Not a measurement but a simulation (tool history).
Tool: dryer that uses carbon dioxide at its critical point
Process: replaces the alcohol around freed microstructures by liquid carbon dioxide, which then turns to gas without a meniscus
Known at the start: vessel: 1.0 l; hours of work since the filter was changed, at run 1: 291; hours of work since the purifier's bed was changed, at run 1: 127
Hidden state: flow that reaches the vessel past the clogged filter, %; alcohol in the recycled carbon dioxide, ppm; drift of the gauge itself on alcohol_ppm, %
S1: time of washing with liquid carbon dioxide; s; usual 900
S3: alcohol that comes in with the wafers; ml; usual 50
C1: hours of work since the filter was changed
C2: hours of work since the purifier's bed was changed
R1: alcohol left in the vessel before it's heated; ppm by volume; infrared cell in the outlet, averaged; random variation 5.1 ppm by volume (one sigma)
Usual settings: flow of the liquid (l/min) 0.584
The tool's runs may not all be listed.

{"run": 1, "hour": 0.0, "S1": 900, "flow of the liquid (l/min)": 0.584, "S3": 50, "C1": 291, "C2": 127, "R1": 170}
{"run": 2, "hour": 14.6, "S1": 900, "flow of the liquid (l/min)": 0.584, "S3": 25, "C1": 301, "C2": 137, "R1": 96}
{"run": 3, "hour": 36.4, "S1": 900, "flow of the liquid (l/min)": 0.584, "S3": 25, "C1": 316, "C2": 153, "R1": 95}
{"run": 4, "hour": 57.2, "S1": 900, "flow of the liquid (l/min)": 0.584, "S3": 31, "C1": 330, "C2": 167, "R1": 130}
{"run": 5, "hour": 69.2, "S1": 900, "flow of the liquid (l/min)": 0.584, "S3": 50, "C1": 338, "C2": 175, "R1": 187}
{"hour": 87.4, "done": "inlet filter changed"}
{"run": 6, "hour": 87.9, "S1": 900, "flow of the liquid (l/min)": 0.584, "S3": 50, "C1": 0, "C2": 188, "R1": 72}
{"run": 7, "hour": 100.2, "S1": 900, "flow of the liquid (l/min)": 0.584, "S3": 50, "C1": 9, "C2": 196, "R1": 88}
{"run": 8, "hour": 118.2, "S1": 900, "flow of the liquid (l/min)": 0.584, "S3": 50, "C1": 21, "C2": 209, "R1": 83}
{"run": 9, "hour": 134.8, "S1": 900, "flow of the liquid (l/min)": 0.584, "S3": 50, "C1": 33, "C2": 220, "R1": 81}
{"run": 10, "hour": 153.1, "S1": 900, "flow of the liquid (l/min)": 0.584, "S3": 50, "C1": 46, "C2": 233, "R1": 89}
{"run": 11, "hour": 173.0, "S1": 900, "flow of the liquid (l/min)": 0.826, "S3": 50, "C1": 59, "C2": 247, "R1": 27}
{"run": 12, "hour": 194.9, "S1": 900, "flow of the liquid (l/min)": 0.826, "S3": 50, "C1": 74, "C2": 262, "R1": 27}
{"run": 13, "hour": 204.8, "S1": 900, "flow of the liquid (l/min)": 0.826, "S3": 50, "C1": 81, "C2": 269, "R1": 24}
{"run": 14, "hour": 222.6, "S1": 900, "flow of the liquid (l/min)": 0.826, "S3": 50, "C1": 94, "C2": 281, "R1": 33}
{"run": 15, "hour": 243.5, "S1": 900, "flow of the liquid (l/min)": 0.826, "S3": 50, "C1": 108, "C2": 295, "R1": 36}
{"run": 16, "hour": 260.7, "S1": 900, "flow of the liquid (l/min)": 0.584, "S3": 36, "C1": 120, "C2": 307, "R1": 93}
{"run": 17, "hour": 277.1, "S1": 900, "flow of the liquid (l/min)": 0.584, "S3": 36, "C1": 131, "C2": 319, "R1": 104}
{"run": 18, "hour": 298.3, "S1": 900, "flow of the liquid (l/min)": 0.584, "S3": 36, "C1": 146, "C2": 333, "R1": 97}
{"run": 19, "hour": 317.8, "S1": 780, "flow of the liquid (l/min)": 0.584, "S3": 38, "C1": 160, "C2": 347, "R1": 213}
{"run": 20, "hour": 330.2, "S1": 1380, "flow of the liquid (l/min)": 0.7, "S3": 73, "C1": 168, "C2": 355, "R1": 30}
{"run": 21, "hour": 345.6, "S1": 1380, "flow of the liquid (l/min)": 0.7, "S3": 73, "C1": 179, "C2": 366, "R1": 33}
{"run": 22, "hour": 362.3, "S1": 1380, "flow of the liquid (l/min)": 0.7, "S3": 35, "C1": 190, "C2": 378, "R1": 22}
{"run": 23, "hour": 383.3, "S1": 1140, "flow of the liquid (l/min)": 0.413, "S3": 35, "C1": 205, "C2": 392, "R1": 165}
{"run": 24, "hour": 397.1, "S1": 1140, "flow of the liquid (l/min)": 0.413, "S3": 35, "C1": 215, "C2": 402, "R1": 185}
{"run": 25, "hour": 415.4, "S1": 1380, "flow of the liquid (l/min)": 0.758, "S3": 31, "C1": 227, "C2": 414, "R1": 39}
{"run": 26, "hour": 430.9, "S1": 1140, "flow of the liquid (l/min)": 0.607, "S3": 50, "C1": 238, "C2": 425, "R1": 58}
{"run": 27, "hour": 447.5, "S1": 1140, "flow of the liquid (l/min)": 0.65, "S3": 28, "C1": 249, "C2": 437, "R1": 43}
{"run": 28, "hour": 467.9, "S1": 900, "flow of the liquid (l/min)": 0.89, "S3": 55, "C1": 264, "C2": 451, "R1": 40}
{"run": 29, "hour": 479.4, "S1": 1080, "flow of the liquid (l/min)": 0.584, "S3": 22, "C1": 272, "C2": 459, "R1": 49}
{"run": 30, "hour": 502.1, "S1": 1440, "flow of the liquid (l/min)": 0.752, "S3": 50, "C1": 287, "C2": 475, "R1": 33}
{"run": 31, "hour": 517.2, "S1": 1440, "flow of the liquid (l/min)": 0.502, "S3": 59, "C1": 298, "C2": 485, "R1": 61}
{"run": 32, "hour": 531.0, "S1": 1440, "flow of the liquid (l/min)": 0.502, "S3": 59, "C1": 307, "C2": 495, "R1": 50}

Some steps in R1 between neighbouring runs. How much of each would the tool show without its hidden state too (settings, what came in, random variation), and how much is left for the hidden state, with any gauge scatter that isn't in both results?
Run 5 -> 6: inlet filter changed. R1 -115 ppm by volume: hidden state -119, all else +4.
Run 19 -> 20: S1 780 -> 1380, flow of the liquid (l/min) 0.584 -> 0.7, S3 38 -> 73. R1 -183 ppm by volume: hidden state -66, all else -117.
Run 22 -> 23: S1 1380 -> 1140, flow of the liquid (l/min) 0.7 -> 0.413. R1 +143 ppm by volume: hidden state +70, all else +73.
Run 24 -> 25: S1 1140 -> 1380, flow of the liquid (l/min) 0.413 -> 0.758, S3 35 -> 31. R1 -146 ppm by volume: hidden state -76, all else -70.
